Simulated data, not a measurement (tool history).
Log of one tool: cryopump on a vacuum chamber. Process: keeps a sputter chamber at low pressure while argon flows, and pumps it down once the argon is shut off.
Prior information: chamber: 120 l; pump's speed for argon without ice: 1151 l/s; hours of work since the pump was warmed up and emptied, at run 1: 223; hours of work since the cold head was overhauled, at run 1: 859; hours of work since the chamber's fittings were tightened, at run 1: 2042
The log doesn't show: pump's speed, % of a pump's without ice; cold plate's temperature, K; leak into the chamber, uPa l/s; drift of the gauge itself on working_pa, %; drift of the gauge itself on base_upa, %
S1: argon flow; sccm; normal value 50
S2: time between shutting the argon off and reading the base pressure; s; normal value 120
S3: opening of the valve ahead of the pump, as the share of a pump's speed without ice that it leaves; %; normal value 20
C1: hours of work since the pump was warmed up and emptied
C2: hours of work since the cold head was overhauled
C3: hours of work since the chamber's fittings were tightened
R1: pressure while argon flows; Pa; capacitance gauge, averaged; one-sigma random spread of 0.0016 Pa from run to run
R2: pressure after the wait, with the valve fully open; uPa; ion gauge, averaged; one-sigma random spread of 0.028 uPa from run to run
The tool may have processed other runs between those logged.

run,day,S1,S2,S3,C1,C2,C3,R1,R2
1,0,50,120,20,223,859,2042,0.374,2.54
2,1.133,50,67,20,246,882,2065,0.3771,3.43
3,1.983,50,120,23,263,899,2082,0.329,2.76
4,2.633,50,120,49,277,912,2095,0.1593,2.62
5,3.604,50,120,20,296,932,2115,0.3784,2.73
6,4.721,50,120,20,319,955,2137,0.3785,2.7
7,6.079,50,120,20,346,982,2165,0.3805,2.81
8,7.238,50,120,20,370,1006,2188,0.3819,2.78
9,8.088,50,120,20,387,1023,2205,0.3828,2.88
10,8.783,50,120,20,401,1037,2220,0.3791,2.83
11,9.917,70,120,20,424,1060,2243,0.5346,2.93
12,10.721,70,120,20,440,1076,2259,0.5421,2.85
13,11.317,50,120,20,452,1088,2271,0.3886,2.99
14,12.467,50,120,20,476,1112,2294,0.3875,3.05
15,13.621,21,120,20,499,1135,2318,0.1628,2.95
16,14.833,33,120,20,524,1159,2342,0.2567,3.07
17,16.008,50,120,20,548,1183,2366,0.391,3.06
18,17.079,51,30,22,569,1205,2388,0.368,6.44
19,17.975,28,201,20,587,1223,2406,0.2201,2.85
20,18.7,28,201,20,602,1238,2420,0.2212,2.72
21,19.246,25,201,20,613,1249,2432,0.1957,2.73
# day 20.012: pump warmed up, emptied and cooled again
22,20.558,50,67,20,11,1271,2454,0.3709,3.54
23,21.892,95,26,44,38,1298,2481,0.3236,6.68
24,23.221,95,26,44,65,1325,2508,0.3246,6.83
25,24.196,50,65,20,85,1345,2528,0.3697,3.62
26,25.062,50,65,20,102,1362,2545,0.3735,3.77
27,26.371,27,90,20,129,1389,2572,0.2027,3.18
28,26.983,27,90,20,141,1401,2584,0.2024,3.27
29,28.05,48,226,20,163,1423,2606,0.3608,2.39
30,28.85,62,120,20,179,1439,2622,0.463,2.91
31,29.896,62,120,20,200,1460,2643,0.4675,3.04
32,31.246,44,132,20,228,1488,2670,0.3308,2.98
33,32.412,47,132,21,251,1511,2694,0.3378,3.06

Hidden state or all else? Some run-to-run changes of R1, split into what the settings, what came in and random variation would give without the hidden state, and what is left for the hidden state (with any gauge scatter that isn't in both results):
Run 4 -> 5: S3 49 -> 20. R1 +0.2191 Pa: hidden state +0.0008, all else +0.2183.
Run 14 -> 15: S1 50 -> 21. R1 -0.2247 Pa: hidden state -0.0109, all else -0.2138.
Run 18 -> 19: S1 51 -> 28, S2 30 -> 201, S3 22 -> 20. R1 -0.1479 Pa: hidden state -0.0107, all else -0.1372.
Run 21 -> 22: S1 25 -> 50, S2 201 -> 67, pump warmed up, emptied and cooled again. R1 +0.1752 Pa: hidden state -0.0107, all else +0.1859.
